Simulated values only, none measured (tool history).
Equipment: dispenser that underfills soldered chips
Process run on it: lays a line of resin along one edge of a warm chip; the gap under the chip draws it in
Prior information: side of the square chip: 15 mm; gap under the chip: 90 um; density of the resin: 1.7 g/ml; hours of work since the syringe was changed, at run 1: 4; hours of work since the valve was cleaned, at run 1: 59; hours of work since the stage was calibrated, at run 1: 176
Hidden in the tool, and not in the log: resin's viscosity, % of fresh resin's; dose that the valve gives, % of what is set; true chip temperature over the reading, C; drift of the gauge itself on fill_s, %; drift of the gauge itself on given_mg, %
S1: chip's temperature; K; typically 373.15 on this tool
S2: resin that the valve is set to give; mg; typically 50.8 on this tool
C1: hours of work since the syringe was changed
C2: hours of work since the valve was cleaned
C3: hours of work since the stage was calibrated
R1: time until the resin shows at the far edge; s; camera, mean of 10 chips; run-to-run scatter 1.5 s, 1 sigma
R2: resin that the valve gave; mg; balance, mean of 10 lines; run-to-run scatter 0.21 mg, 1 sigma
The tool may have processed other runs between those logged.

Run 1, hour 0.0: usual settings; C1 4; C2 59; C3 176. Result: R1 195.2 s, R2 48.66 mg.
At hour 2.6: dispensing valve cleaned and set on the balance.
At hour 7.5: new syringe of resin.
Run 2, hour 13.9: usual settings; C1 4; C2 7; C3 184. Result: R1 206.7 s, R2 50.85 mg.
At hour 19.5: new syringe of resin.
Run 3, hour 23.2: usual settings; C1 2; C2 13; C3 190. Result: R1 180.2 s, R2 50.47 mg.
At hour 32.0: new syringe of resin.
Run 4, hour 32.4: usual settings; C1 0; C2 19; C3 196. Result: R1 149.1 s, R2 50.49 mg.
At hour 43.7: new syringe of resin.
Run 5, hour 44.2: usual settings; C1 0; C2 27; C3 204. Result: R1 150.9 s, R2 50.13 mg.
At hour 55.3: new syringe of resin.
Run 6, hour 55.7: usual settings; C1 0; C2 34; C3 211. Result: R1 147.1 s, R2 49.73 mg.
At hour 67.0: new syringe of resin.
Run 7, hour 67.9: usual settings; C1 1; C2 42; C3 219. Result: R1 154.0 s, R2 49.19 mg.
At hour 79.6: new syringe of resin.
Run 8, hour 80.1: usual settings but S1 378.15 K; C1 0; C2 50; C3 227. Result: R1 128.5 s, R2 49.02 mg.
Run 9, hour 90.6: usual settings but S1 378.15 K; C1 7; C2 57; C3 234. Result: R1 226.8 s, R2 48.43 mg.
At hour 92.0: new syringe of resin.
At hour 96.7: dispensing valve cleaned and set on the balance.
Run 10, hour 98.4: usual settings but S1 378.15 K; C1 4; C2 1; C3 238. Result: R1 165.7 s, R2 50.70 mg.
At hour 104.7: new syringe of resin.
Run 11, hour 104.7: usual settings but S1 377.15 K; C1 0; C2 5; C3 242. Result: R1 128.7 s, R2 50.41 mg.
Run 12, hour 111.0: usual settings but S1 377.15 K; C1 4; C2 9; C3 246. Result: R1 181.4 s, R2 51.10 mg.
At hour 116.5: new syringe of resin.
Run 13, hour 117.0: usual settings but S1 377.15 K; C1 0; C2 13; C3 250. Result: R1 131.6 s, R2 50.85 mg.
Run 14, hour 126.6: usual settings but S1 377.15 K, S2 53.8 mg; C1 7; C2 19; C3 256. Result: R1 233.2 s, R2 52.82 mg.
At hour 128.8: new syringe of resin.
Run 15, hour 135.0: usual settings but S1 360.15 K, S2 56.7 mg; C1 4; C2 25; C3 262. Result: R1 287.0 s, R2 55.68 mg.
At hour 140.5: new syringe of resin.
Run 16, hour 145.9: usual settings but S1 360.15 K, S2 56.7 mg; C1 4; C2 32; C3 269. Result: R1 285.8 s, R2 55.68 mg.
At hour 152.0: new syringe of resin.
Run 17, hour 155.7: usual settings but S1 360.15 K, S2 56.7 mg; C1 2; C2 38; C3 275. Result: R1 260.2 s, R2 54.76 mg.
Run 18, hour 162.7: usual settings but S2 57.2 mg; C1 7; C2 43; C3 280. Result: R1 256.5 s, R2 55.34 mg.
At hour 163.8: new syringe of resin.
Run 19, hour 172.3: usual settings but S1 376.15 K, S2 45.8 mg; C1 6; C2 49; C3 286. Result: R1 219.3 s, R2 44.05 mg.
At hour 176.1: new syringe of resin.
Run 20, hour 179.9: usual settings but S1 359.15 K, S2 65.1 mg; C1 3; C2 54; C3 291. Result: R1 270.0 s, R2 61.84 mg.
At hour 187.8: new syringe of resin.
At hour 190.9: dispensing valve cleaned and set on the balance.
Run 21, hour 192.7: usual settings but S2 61.1 mg; C1 3; C2 1; C3 298. Result: R1 174.5 s, R2 61.30 mg.
Run 22, hour 198.6: usual settings but S1 386.15 K, S2 45.9 mg; C1 6; C2 5; C3 302. Result: R1 176.9 s, R2 45.41 mg.
At hour 200.9: new syringe of resin.
Run 23, hour 210.3: usual settings but S1 379.15 K, S2 45.9 mg; C1 6; C2 13; C3 310. Result: R1 203.3 s, R2 45.18 mg.
At hour 212.7: new syringe of resin.
Run 24, hour 218.0: usual settings but S1 379.15 K, S2 45.9 mg; C1 4; C2 18; C3 314. Result: R1 166.8 s, R2 45.16 mg.
Run 25, hour 223.6: usual settings but S1 383.15 K, S2 53.9 mg; C1 7; C2 21; C3 318. Result: R1 194.4 s, R2 53.17 mg.
At hour 224.9: new syringe of resin.
Run 26, hour 232.9: usual settings but S2 50.1 mg; C1 5; C2 27; C3 324. Result: R1 225.0 s, R2 49.20 mg.
At hour 236.4: new syringe of resin.
Run 27, hour 245.2: usual settings but S1 381.15 K, S2 58.4 mg; C1 6; C2 35; C3 332. Result: R1 179.4 s, R2 56.44 mg.
At hour 248.0: new syringe of resin.
Run 28, hour 251.3: usual settings but S1 369.15 K, S2 51.8 mg; C1 2; C2 39; C3 336. Result: R1 190.9 s, R2 50.38 mg.

Below are 4 alternative next runs, each starting from the tool's condition after run 28. Predict each:
At hour 259.9: new syringe of resin.
Run A, hour 263.0: usual settings but S1 370.15 K, S2 54.7 mg; C1 2; C2 46; C3 343. Result: R1 ?, R2 ?.
At hour 259.9: new syringe of resin.
Run B, hour 263.0: usual settings but S1 366.15 K, S2 44.8 mg; C1 2; C2 46; C3 343. Result: R1 ?, R2 ?.
At hour 259.9: new syringe of resin.
Run C, hour 263.0: usual settings but S1 383.15 K, S2 48.6 mg; C1 2; C2 46; C3 343. Result: R1 ?, R2 ?.
At hour 259.9: new syringe of resin.
Run D, hour 263.0: usual settings but S1 385.15 K, S2 47.9 mg; C1 2; C2 46; C3 343. Result: R1 ?, R2 ?.

run     R1     R2
  A  184.3  52.64
  B  213.2  43.20
  C  130.9  47.06
  D  122.3  46.03
Take away the tool's hidden state, keep each run's random variation, and the runs would have read:
run     R1     R2
  A  161.4  54.69
  B  185.5  44.89
  C  113.9  48.90
  D  106.2  47.82
